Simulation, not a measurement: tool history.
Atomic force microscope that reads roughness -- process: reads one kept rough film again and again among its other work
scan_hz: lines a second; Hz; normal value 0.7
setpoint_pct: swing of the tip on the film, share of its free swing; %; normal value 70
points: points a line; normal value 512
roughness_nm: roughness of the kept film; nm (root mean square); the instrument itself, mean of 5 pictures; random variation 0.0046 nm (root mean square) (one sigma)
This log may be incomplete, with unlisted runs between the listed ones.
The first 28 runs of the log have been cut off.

run 29 hour=656.7 | scan_hz=2.754 setpoint_pct=87 points=512 | roughness_nm=0.367
run 30 hour=683.7 | scan_hz=2.197 setpoint_pct=64 points=358 | roughness_nm=0.465
-- hour=692.4 new tip fitted
run 31 hour=710.3 | scan_hz=2.197 setpoint_pct=77 points=1011 | roughness_nm=0.47
run 32 hour=737.2 | scan_hz=2.839 setpoint_pct=69 points=714 | roughness_nm=0.48
run 33 hour=755.6 | scan_hz=2.839 setpoint_pct=69 points=714 | roughness_nm=0.476
run 34 hour=785.8 | scan_hz=0.7 setpoint_pct=80 points=415 | roughness_nm=0.496
run 35 hour=804.7 | scan_hz=0.7 setpoint_pct=80 points=415 | roughness_nm=0.505
run 36 hour=823.4 | scan_hz=2.222 setpoint_pct=56 points=512 | roughness_nm=0.504
run 37 hour=841.2 | scan_hz=0.904 setpoint_pct=76 points=559 | roughness_nm=0.492
run 38 hour=866.3 | scan_hz=2.663 setpoint_pct=82 points=966 | roughness_nm=0.395
-- hour=887.2 new tip fitted
run 39 hour=891.1 | scan_hz=2.663 setpoint_pct=82 points=966 | roughness_nm=0.434
run 40 hour=919.1 | scan_hz=0.884 setpoint_pct=80 points=501 | roughness_nm=0.511
run 41 hour=948.4 | scan_hz=0.884 setpoint_pct=80 points=501 | roughness_nm=0.505
run 42 hour=961.8 | scan_hz=0.884 setpoint_pct=80 points=501 | roughness_nm=0.501
run 43 hour=977.3 | scan_hz=0.884 setpoint_pct=80 points=501 | roughness_nm=0.489
run 44 hour=995.5 | scan_hz=0.884 setpoint_pct=80 points=501 | roughness_nm=0.499
run 45 hour=1023 | scan_hz=0.7 setpoint_pct=67 points=540 | roughness_nm=0.502
run 46 hour=1042.9 | scan_hz=0.66 setpoint_pct=70 points=562 | roughness_nm=0.506
run 47 hour=1056.1 | scan_hz=0.7 setpoint_pct=62 points=512 | roughness_nm=0.51
-- hour=1084.6 new tip fitted
run 48 hour=1089.1 | scan_hz=0.7 setpoint_pct=62 points=512 | roughness_nm=0.563
run 49 hour=1105.1 | scan_hz=0.7 setpoint_pct=58 points=317 | roughness_nm=0.55
run 50 hour=1125.1 | scan_hz=0.7 setpoint_pct=58 points=317 | roughness_nm=0.534
run 51 hour=1143.4 | scan_hz=3.248 setpoint_pct=56 points=793 | roughness_nm=0.515
run 52 hour=1173.2 | scan_hz=3.248 setpoint_pct=56 points=793 | roughness_nm=0.512

Here are 4 independent what-if runs from the current tool condition. What would each one return?
run A hour=1193.9 | scan_hz=0.525 setpoint_pct=84 points=791 | roughness_nm=?
run B hour=1193.9 | scan_hz=3.273 setpoint_pct=63 points=356 | roughness_nm=?
run C hour=1193.9 | scan_hz=0.626 setpoint_pct=69 points=353 | roughness_nm=?
run D hour=1193.9 | scan_hz=0.7 setpoint_pct=67 points=512 | roughness_nm=?

run=A roughness_nm=0.51
run=B roughness_nm=0.474
run=C roughness_nm=0.511
run=D roughness_nm=0.522
The same runs, with their run-to-run variation unchanged, on a tool lacking any hidden condition would have given:
run=A roughness_nm=0.544
run=B roughness_nm=0.505
run=C roughness_nm=0.545
run=D roughness_nm=0.556
